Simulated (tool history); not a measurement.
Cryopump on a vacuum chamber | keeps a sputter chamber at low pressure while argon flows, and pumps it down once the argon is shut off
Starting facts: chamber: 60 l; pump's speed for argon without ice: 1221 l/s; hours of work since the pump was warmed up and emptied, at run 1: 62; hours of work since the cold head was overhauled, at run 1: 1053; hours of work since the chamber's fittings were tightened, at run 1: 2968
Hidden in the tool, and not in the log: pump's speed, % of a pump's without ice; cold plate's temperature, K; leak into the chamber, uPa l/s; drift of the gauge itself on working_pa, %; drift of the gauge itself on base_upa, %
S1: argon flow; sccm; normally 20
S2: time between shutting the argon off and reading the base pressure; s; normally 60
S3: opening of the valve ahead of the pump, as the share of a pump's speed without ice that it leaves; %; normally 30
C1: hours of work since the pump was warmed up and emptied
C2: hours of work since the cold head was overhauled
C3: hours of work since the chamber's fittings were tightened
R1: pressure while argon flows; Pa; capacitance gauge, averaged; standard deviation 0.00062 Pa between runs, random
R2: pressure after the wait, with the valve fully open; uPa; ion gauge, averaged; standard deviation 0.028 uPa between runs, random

run 1 hour=0 | S1=20 S2=60 S3=30 | C1=62 C2=1053 C3=2968 | R1=0.0932 R2=2.51
run 2 hour=77.2 | S1=20 S2=60 S3=30 | C1=111 C2=1103 C3=3017 | R1=0.0934 R2=2.53
run 3 hour=173.1 | S1=20 S2=60 S3=30 | C1=172 C2=1164 C3=3078 | R1=0.0943 R2=2.55
run 4 hour=277.6 | S1=20 S2=60 S3=30 | C1=239 C2=1230 C3=3145 | R1=0.0946 R2=2.71
run 5 hour=359.1 | S1=20 S2=60 S3=30 | C1=291 C2=1282 C3=3197 | R1=0.0964 R2=2.7
run 6 hour=448.8 | S1=20 S2=60 S3=30 | C1=348 C2=1339 C3=3254 | R1=0.0967 R2=2.78
run 7 hour=494.1 | S1=20 S2=60 S3=30 | C1=377 C2=1368 C3=3283 | R1=0.0983 R2=2.87
run 8 hour=592.1 | S1=20 S2=60 S3=30 | C1=439 C2=1430 C3=3345 | R1=0.098 R2=2.9
run 9 hour=702.7 | S1=20 S2=60 S3=30 | C1=510 C2=1501 C3=3416 | R1=0.0982 R2=3.03
run 10 hour=765.4 | S1=20 S2=60 S3=30 | C1=550 C2=1541 C3=3456 | R1=0.0985 R2=2.97
run 11 hour=864.4 | S1=20 S2=60 S3=30 | C1=613 C2=1604 C3=3519 | R1=0.1001 R2=3.11
run 12 hour=956.4 | S1=20 S2=60 S3=30 | C1=671 C2=1662 C3=3577 | R1=0.1022 R2=3.12
run 13 hour=1001.5 | S1=20 S2=60 S3=30 | C1=700 C2=1691 C3=3606 | R1=0.1012 R2=3.15
run 14 hour=1073 | S1=20 S2=60 S3=30 | C1=746 C2=1737 C3=3651 | R1=0.1036 R2=3.24
run 15 hour=1164.5 | S1=20 S2=60 S3=30 | C1=804 C2=1795 C3=3710 | R1=0.1031 R2=3.38
run 16 hour=1227.8 | S1=20 S2=60 S3=30 | C1=844 C2=1835 C3=3750 | R1=0.1046 R2=3.44
run 17 hour=1298.9 | S1=20 S2=60 S3=30 | C1=890 C2=1881 C3=3795 | R1=0.105 R2=3.6
run 18 hour=1372.4 | S1=10 S2=60 S3=31 | C1=936 C2=1927 C3=3842 | R1=0.0521 R2=3.61
-- hour=1384 pump warmed up, emptied and cooled again
-- hour=1386 leaking fittings of the chamber tightened, without venting
run 19 hour=1476.4 | S1=8 S2=284 S3=37 | C1=58 C2=1989 C3=58 | R1=0.0301 R2=0.52
run 20 hour=1542.8 | S1=20 S2=26 S3=36 | C1=100 C2=2032 C3=100 | R1=0.0781 R2=2.77
run 21 hour=1630.1 | S1=12 S2=116 S3=15 | C1=155 C2=2087 C3=155 | R1=0.1111 R2=0.91
run 22 hour=1741.1 | S1=20 S2=36 S3=30 | C1=226 C2=2158 C3=226 | R1=0.0952 R2=2.16
run 23 hour=1835.3 | S1=35 S2=35 S3=25 | C1=286 C2=2218 C3=286 | R1=0.2 R2=2.23
run 24 hour=1895.8 | S1=35 S2=35 S3=25 | C1=325 C2=2256 C3=325 | R1=0.1981 R2=2.35
run 25 hour=1963 | S1=12 S2=35 S3=44 | C1=368 C2=2299 C3=368 | R1=0.0395 R2=2.28
run 26 hour=2041 | S1=9 S2=154 S3=30 | C1=417 C2=2349 C3=417 | R1=0.044 R2=0.89
run 27 hour=2151.7 | S1=9 S2=154 S3=30 | C1=488 C2=2419 C3=488 | R1=0.0446 R2=0.93
run 28 hour=2254.2 | S1=9 S2=33 S3=30 | C1=553 C2=2485 C3=553 | R1=0.0457 R2=2.47
run 29 hour=2309.4 | S1=28 S2=153 S3=19 | C1=588 C2=2520 C3=588 | R1=0.2172 R2=1.02
run 30 hour=2388.9 | S1=19 S2=27 S3=46 | C1=639 C2=2570 C3=639 | R1=0.0646 R2=2.96
run 31 hour=2481.7 | S1=19 S2=27 S3=46 | C1=698 C2=2629 C3=698 | R1=0.0656 R2=3.14
run 32 hour=2583.8 | S1=13 S2=57 S3=28 | C1=763 C2=2695 C3=763 | R1=0.0718 R2=1.86
run 33 hour=2636.8 | S1=13 S2=57 S3=28 | C1=797 C2=2728 C3=797 | R1=0.0716 R2=1.95

Predict each of these 3 candidate next runs independently; none follows another, all start after run 33:
run A hour=2709.7 | S1=21 S2=57 S3=28 | C1=843 C2=2775 C3=843 | R1=? R2=?
run B hour=2709.7 | S1=21 S2=51 S3=30 | C1=843 C2=2775 C3=843 | R1=? R2=?
run C hour=2709.7 | S1=9 S2=103 S3=31 | C1=843 C2=2775 C3=843 | R1=? R2=?

run=A R1=0.1182 R2=1.95
run=B R1=0.1096 R2=2.04
run=C R1=0.0452 R2=1.44
Stripped of hidden state, with their random variation kept, the same runs would have yielded:
run=A R1=0.1055 R2=1.39
run=B R1=0.097 R2=1.49
run=C R1=0.0399 R2=0.88
